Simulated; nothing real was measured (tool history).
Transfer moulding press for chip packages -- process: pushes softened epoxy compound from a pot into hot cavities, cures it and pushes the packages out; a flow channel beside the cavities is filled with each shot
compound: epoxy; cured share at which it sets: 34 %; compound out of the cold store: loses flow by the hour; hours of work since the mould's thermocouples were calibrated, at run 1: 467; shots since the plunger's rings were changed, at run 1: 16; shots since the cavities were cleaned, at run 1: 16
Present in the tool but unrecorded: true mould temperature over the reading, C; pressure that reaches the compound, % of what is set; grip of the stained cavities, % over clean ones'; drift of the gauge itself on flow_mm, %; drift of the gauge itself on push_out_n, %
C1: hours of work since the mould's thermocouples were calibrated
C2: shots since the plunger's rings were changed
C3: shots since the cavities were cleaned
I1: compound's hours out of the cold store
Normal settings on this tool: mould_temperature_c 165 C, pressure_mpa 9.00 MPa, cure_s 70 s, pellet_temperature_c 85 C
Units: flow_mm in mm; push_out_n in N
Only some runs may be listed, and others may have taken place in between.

{"run": 1, "day": 0.0, "mould_temperature_c": 165, "pressure_mpa": 9.0, "cure_s": 70, "pellet_temperature_c": 85, "C1": 467, "C2": 16, "C3": 16, "I1": 19.3, "flow_mm": 707, "push_out_n": 595}
{"run": 2, "day": 2.975, "mould_temperature_c": 165, "pressure_mpa": 9.0, "cure_s": 70, "pellet_temperature_c": 85, "C1": 497, "C2": 671, "C3": 671, "I1": 11.0, "flow_mm": 717, "push_out_n": 970}
{"day": 5.167, "done": "mould's thermocouples calibrated"}
{"day": 5.229, "done": "cavities cleaned with cleaning compound and waxed"}
{"run": 3, "day": 5.258, "mould_temperature_c": 165, "pressure_mpa": 9.0, "cure_s": 70, "pellet_temperature_c": 85, "C1": 0, "C2": 1141, "C3": 6, "I1": 40.6, "flow_mm": 655, "push_out_n": 599}
{"run": 4, "day": 8.379, "mould_temperature_c": 162, "pressure_mpa": 9.0, "cure_s": 70, "pellet_temperature_c": 85, "C1": 32, "C2": 1828, "C3": 693, "I1": 31.7, "flow_mm": 674, "push_out_n": 1140}
{"day": 10.392, "done": "cavities cleaned with cleaning compound and waxed"}
{"run": 5, "day": 10.925, "mould_temperature_c": 162, "pressure_mpa": 9.0, "cure_s": 70, "pellet_temperature_c": 85, "C1": 57, "C2": 2376, "C3": 118, "I1": 30.2, "flow_mm": 669, "push_out_n": 858}
{"day": 12.529, "done": "mould's thermocouples calibrated, once more"}
{"run": 6, "day": 14.275, "mould_temperature_c": 165, "pressure_mpa": 9.0, "cure_s": 70, "pellet_temperature_c": 85, "C1": 18, "C2": 3095, "C3": 837, "I1": 34.3, "flow_mm": 643, "push_out_n": 851}
{"day": 15.642, "done": "cavities cleaned with cleaning compound and waxed"}
{"run": 7, "day": 16.379, "mould_temperature_c": 165, "pressure_mpa": 9.0, "cure_s": 70, "pellet_temperature_c": 85, "C1": 39, "C2": 3544, "C3": 162, "I1": 33.7, "flow_mm": 642, "push_out_n": 672}
{"day": 16.95, "done": "plunger's sealing rings changed"}
{"run": 8, "day": 20.017, "mould_temperature_c": 165, "pressure_mpa": 9.0, "cure_s": 70, "pellet_temperature_c": 85, "C1": 75, "C2": 676, "C3": 941, "I1": 47.7, "flow_mm": 636, "push_out_n": 879}
{"day": 21.054, "done": "cavities cleaned with cleaning compound and waxed"}
{"run": 9, "day": 23.15, "mould_temperature_c": 165, "pressure_mpa": 9.0, "cure_s": 70, "pellet_temperature_c": 85, "C1": 106, "C2": 1352, "C3": 462, "I1": 11.7, "flow_mm": 706, "push_out_n": 852}
{"day": 26.421, "done": "cavities cleaned with cleaning compound and waxed"}
{"run": 10, "day": 26.617, "mould_temperature_c": 164, "pressure_mpa": 9.0, "cure_s": 70, "pellet_temperature_c": 85, "C1": 141, "C2": 2101, "C3": 43, "I1": 46.6, "flow_mm": 633, "push_out_n": 644}
{"run": 11, "day": 28.238, "mould_temperature_c": 165, "pressure_mpa": 9.0, "cure_s": 70, "pellet_temperature_c": 85, "C1": 157, "C2": 2458, "C3": 400, "I1": 16.0, "flow_mm": 688, "push_out_n": 829}
{"day": 31.788, "done": "cavities cleaned with cleaning compound and waxed"}
{"run": 12, "day": 31.838, "mould_temperature_c": 165, "pressure_mpa": 9.0, "cure_s": 70, "pellet_temperature_c": 85, "C1": 193, "C2": 3238, "C3": 12, "I1": 41.6, "flow_mm": 628, "push_out_n": 578}
{"day": 33.812, "done": "plunger's sealing rings changed"}
{"run": 13, "day": 34.471, "mould_temperature_c": 165, "pressure_mpa": 9.0, "cure_s": 70, "pellet_temperature_c": 85, "C1": 219, "C2": 145, "C3": 568, "I1": 11.9, "flow_mm": 718, "push_out_n": 874}
{"run": 14, "day": 36.642, "mould_temperature_c": 165, "pressure_mpa": 9.0, "cure_s": 70, "pellet_temperature_c": 85, "C1": 241, "C2": 623, "C3": 1046, "I1": 20.2, "flow_mm": 693, "push_out_n": 961}
{"day": 37.162, "done": "cavities cleaned with cleaning compound and waxed"}
{"run": 15, "day": 38.404, "mould_temperature_c": 167, "pressure_mpa": 9.0, "cure_s": 97, "pellet_temperature_c": 84, "C1": 258, "C2": 997, "C3": 273, "I1": 14.1, "flow_mm": 702, "push_out_n": 441}
{"day": 42.408, "done": "cavities cleaned with cleaning compound and waxed"}
{"run": 16, "day": 42.408, "mould_temperature_c": 167, "pressure_mpa": 9.0, "cure_s": 97, "pellet_temperature_c": 84, "C1": 299, "C2": 1865, "C3": 0, "I1": 9.9, "flow_mm": 699, "push_out_n": 317}
{"run": 17, "day": 45.112, "mould_temperature_c": 162, "pressure_mpa": 9.0, "cure_s": 59, "pellet_temperature_c": 84, "C1": 326, "C2": 2461, "C3": 596, "I1": 40.8, "flow_mm": 644, "push_out_n": 1611}
{"day": 47.554, "done": "cavities cleaned with cleaning compound and waxed"}
{"run": 18, "day": 48.779, "mould_temperature_c": 165, "pressure_mpa": 9.0, "cure_s": 62, "pellet_temperature_c": 84, "C1": 363, "C2": 3255, "C3": 270, "I1": 23.8, "flow_mm": 661, "push_out_n": 1050}
{"day": 50.588, "done": "plunger's sealing rings changed"}
{"run": 19, "day": 50.588, "mould_temperature_c": 170, "pressure_mpa": 9.0, "cure_s": 70, "pellet_temperature_c": 85, "C1": 380, "C2": 0, "C3": 645, "I1": 14.8, "flow_mm": 700, "push_out_n": 612}
{"day": 53.042, "done": "cavities cleaned with cleaning compound and waxed"}
{"run": 20, "day": 53.262, "mould_temperature_c": 162, "pressure_mpa": 7.35, "cure_s": 70, "pellet_temperature_c": 89, "C1": 407, "C2": 575, "C3": 48, "I1": 19.1, "flow_mm": 641, "push_out_n": 812}
{"run": 21, "day": 55.912, "mould_temperature_c": 162, "pressure_mpa": 7.35, "cure_s": 70, "pellet_temperature_c": 89, "C1": 434, "C2": 1158, "C3": 631, "I1": 14.3, "flow_mm": 641, "push_out_n": 1132}
{"day": 58.208, "done": "cavities cleaned with cleaning compound and waxed"}
{"run": 22, "day": 59.562, "mould_temperature_c": 172, "pressure_mpa": 7.05, "cure_s": 101, "pellet_temperature_c": 81, "C1": 470, "C2": 1949, "C3": 299, "I1": 43.1, "flow_mm": 548, "push_out_n": 407}
{"run": 23, "day": 62.204, "mould_temperature_c": 172, "pressure_mpa": 7.05, "cure_s": 101, "pellet_temperature_c": 81, "C1": 497, "C2": 2530, "C3": 880, "I1": 36.9, "flow_mm": 553, "push_out_n": 510}
{"day": 63.496, "done": "cavities cleaned with cleaning compound and waxed"}
{"day": 64.412, "done": "mould's thermocouples calibrated"}
{"run": 24, "day": 65.95, "mould_temperature_c": 172, "pressure_mpa": 7.05, "cure_s": 101, "pellet_temperature_c": 81, "C1": 16, "C2": 3323, "C3": 522, "I1": 36.4, "flow_mm": 546, "push_out_n": 472}
{"day": 67.525, "done": "plunger's sealing rings changed"}
{"run": 25, "day": 68.596, "mould_temperature_c": 170, "pressure_mpa": 7.97, "cure_s": 87, "pellet_temperature_c": 95, "C1": 42, "C2": 237, "C3": 1082, "I1": 34.1, "flow_mm": 617, "push_out_n": 534}
{"day": 69.017, "done": "cavities cleaned with cleaning compound and waxed"}
{"run": 26, "day": 71.038, "mould_temperature_c": 165, "pressure_mpa": 9.0, "cure_s": 108, "pellet_temperature_c": 89, "C1": 66, "C2": 761, "C3": 445, "I1": 10.9, "flow_mm": 719, "push_out_n": 465}
{"run": 27, "day": 72.725, "mould_temperature_c": 165, "pressure_mpa": 9.0, "cure_s": 108, "pellet_temperature_c": 89, "C1": 83, "C2": 1132, "C3": 816, "I1": 29.4, "flow_mm": 673, "push_out_n": 514}

Predict each of these 4 candidate next runs independently; none follows another, all start after run 27:
{"day": 74.333, "done": "cavities cleaned with cleaning compound and waxed"}
{"run": "A", "day": 76.483, "mould_temperature_c": 163, "pressure_mpa": 6.96, "cure_s": 70, "pellet_temperature_c": 85, "C1": 121, "C2": 1946, "C3": 474, "I1": 23.4, "flow_mm": "?", "push_out_n": "?"}
{"day": 74.333, "done": "cavities cleaned with cleaning compound and waxed"}
{"run": "B", "day": 76.483, "mould_temperature_c": 165, "pressure_mpa": 9.81, "cure_s": 70, "pellet_temperature_c": 79, "C1": 121, "C2": 1946, "C3": 474, "I1": 26.1, "flow_mm": "?", "push_out_n": "?"}
{"day": 74.333, "done": "cavities cleaned with cleaning compound and waxed"}
{"run": "C", "day": 76.483, "mould_temperature_c": 165, "pressure_mpa": 6.95, "cure_s": 108, "pellet_temperature_c": 89, "C1": 121, "C2": 1946, "C3": 474, "I1": 41.4, "flow_mm": "?", "push_out_n": "?"}
{"day": 74.333, "done": "cavities cleaned with cleaning compound and waxed"}
{"run": "D", "day": 76.483, "mould_temperature_c": 171, "pressure_mpa": 6.96, "cure_s": 75, "pellet_temperature_c": 85, "C1": 121, "C2": 1946, "C3": 474, "I1": 45.8, "flow_mm": "?", "push_out_n": "?"}

run=A flow_mm=606 push_out_n=990
run=B flow_mm=700 push_out_n=862
run=C flow_mm=561 push_out_n=451
run=D flow_mm=541 push_out_n=498
With no hidden state in the tool, these same runs would have given:
run=A flow_mm=623 push_out_n=689
run=B flow_mm=720 push_out_n=599
run=C flow_mm=577 push_out_n=317
run=D flow_mm=556 push_out_n=351
